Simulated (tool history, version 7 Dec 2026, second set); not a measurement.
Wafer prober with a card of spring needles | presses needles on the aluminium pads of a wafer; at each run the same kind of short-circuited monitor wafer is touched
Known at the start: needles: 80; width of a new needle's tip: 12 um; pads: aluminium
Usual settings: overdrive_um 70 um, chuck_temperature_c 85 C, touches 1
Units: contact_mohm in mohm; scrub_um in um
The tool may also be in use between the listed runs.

| run | hour | overdrive_um | chuck_temperature_c | touches | contact_mohm | scrub_um |
|---|---|---|---|---|---|---|
| 1 | 0 | 70 | 85 | 1 | 362 | 16.8 |
| 2 | 9.3 | 70 | 85 | 1 | 424 | 16.79 |
|  | 10.9 | tips cleaned on abrasive film |
| 3 | 15.4 | 70 | 85 | 1 | 365 | 16.6 |
|  | 26 | tips cleaned on abrasive film |
| 4 | 26 | 70 | 85 | 1 | 278 | 16.76 |
| 5 | 39.2 | 70 | 85 | 1 | 420 | 16.75 |
|  | 40.9 | tips cleaned on abrasive film |
| 6 | 52.4 | 70 | 85 | 1 | 414 | 16.7 |
|  | 56.1 | tips cleaned on abrasive film |
| 7 | 62 | 70 | 85 | 1 | 378 | 16.85 |

Forecast run 8:
| 8 | 70.3 | 54 | 27 | 1 | ? | ? |

contact_mohm: 533 mohm
scrub_um: 12.85 um
Without the tool's hidden state the same run would have given contact_mohm 258 mohm, scrub_um 13.09 um.
